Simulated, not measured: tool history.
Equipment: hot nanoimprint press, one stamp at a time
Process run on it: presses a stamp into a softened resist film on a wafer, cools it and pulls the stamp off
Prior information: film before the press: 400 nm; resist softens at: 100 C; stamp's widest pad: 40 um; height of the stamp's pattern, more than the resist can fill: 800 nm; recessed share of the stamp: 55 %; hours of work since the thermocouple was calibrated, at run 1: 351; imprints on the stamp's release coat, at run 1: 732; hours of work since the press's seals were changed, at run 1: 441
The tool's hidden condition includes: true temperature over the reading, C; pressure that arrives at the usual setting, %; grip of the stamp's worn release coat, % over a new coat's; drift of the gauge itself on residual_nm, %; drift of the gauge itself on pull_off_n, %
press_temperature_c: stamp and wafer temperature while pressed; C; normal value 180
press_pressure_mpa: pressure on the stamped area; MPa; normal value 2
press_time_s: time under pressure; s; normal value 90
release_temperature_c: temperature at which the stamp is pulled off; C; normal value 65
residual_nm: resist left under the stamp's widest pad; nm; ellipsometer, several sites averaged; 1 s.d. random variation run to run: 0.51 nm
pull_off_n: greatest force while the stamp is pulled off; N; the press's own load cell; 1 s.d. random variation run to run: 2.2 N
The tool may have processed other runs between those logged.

| run | hour | press_temperature_c | press_pressure_mpa | press_time_s | release_temperature_c | hours of work since the thermocouple was calibrated | imprints on the stamp's release coat | hours of work since the press's seals were changed | residual_nm | pull_off_n |
|---|---|---|---|---|---|---|---|---|---|---|
| 1 | 0 | 180 | 2 | 90 | 65 | 351 | 732 | 441 | 227.5 | 95 |
| 2 | 19.2 | 180 | 2 | 90 | 57 | 362 | 780 | 452 | 227.5 | 106 |
| 3 | 41 | 180 | 2 | 90 | 57 | 375 | 835 | 464 | 227.3 | 102 |
| 4 | 67.2 | 180 | 2 | 90 | 65 | 389 | 901 | 479 | 227.9 | 98 |
| 5 | 86.2 | 180 | 2 | 90 | 65 | 400 | 949 | 490 | 228 | 97 |
| 6 | 99.7 | 180 | 2 | 47 | 65 | 408 | 983 | 498 | 273 | 99 |
| 7 | 120.1 | 180 | 2 | 129 | 65 | 419 | 1034 | 509 | 202.6 | 96 |
| 8 | 139.3 | 180 | 2.41 | 90 | 65 | 430 | 1082 | 520 | 209.9 | 99 |
| 9 | 156.8 | 180 | 2 | 90 | 65 | 440 | 1126 | 530 | 227 | 96 |
|  | 183.8 | plate thermocouple calibrated |
| 10 | 184.4 | 180 | 2 | 90 | 65 | 0 | 1188 | 544 | 227.2 | 103 |
| 11 | 195.7 | 180 | 2 | 106 | 55 | 7 | 1217 | 551 | 215.8 | 105 |
| 12 | 211 | 180 | 2.61 | 108 | 61 | 15 | 1255 | 559 | 189.8 | 101 |
| 13 | 228.8 | 180 | 2.61 | 108 | 61 | 25 | 1300 | 569 | 188.9 | 97 |
| 14 | 247.8 | 173 | 2.4 | 48 | 61 | 36 | 1348 | 580 | 307.2 | 101 |
| 15 | 261.4 | 173 | 2.4 | 48 | 61 | 44 | 1382 | 588 | 306.6 | 106 |
| 16 | 287.9 | 173 | 2.4 | 48 | 61 | 59 | 1448 | 603 | 306.8 | 106 |
| 17 | 310.5 | 173 | 2.4 | 48 | 61 | 72 | 1505 | 616 | 306.5 | 100 |
| 18 | 331.1 | 173 | 1.67 | 48 | 61 | 83 | 1557 | 627 | 332.6 | 102 |
| 19 | 358.1 | 172 | 2 | 90 | 54 | 99 | 1625 | 643 | 288.5 | 102 |

Each row is a separate what-if for the run after 19, all from the same tool condition, not one after another. Results?
| A | 381.4 | 180 | 2 | 113 | 60 | 112 | 1684 | 656 | ? | ? |
| B | 381.4 | 187 | 2 | 90 | 72 | 112 | 1684 | 656 | ? | ? |
| C | 381.4 | 172 | 2 | 75 | 62 | 112 | 1684 | 656 | ? | ? |

| run | residual_nm | pull_off_n |
|---|---|---|
| A | 211.5 | 101 |
| B | 179.2 | 94 |
| C | 302.1 | 96 |
What these runs would have given with no unlogged condition in the tool:
| run | residual_nm | pull_off_n |
|---|---|---|
| A | 211.5 | 101 |
| B | 179.2 | 93 |
| C | 302.1 | 96 |
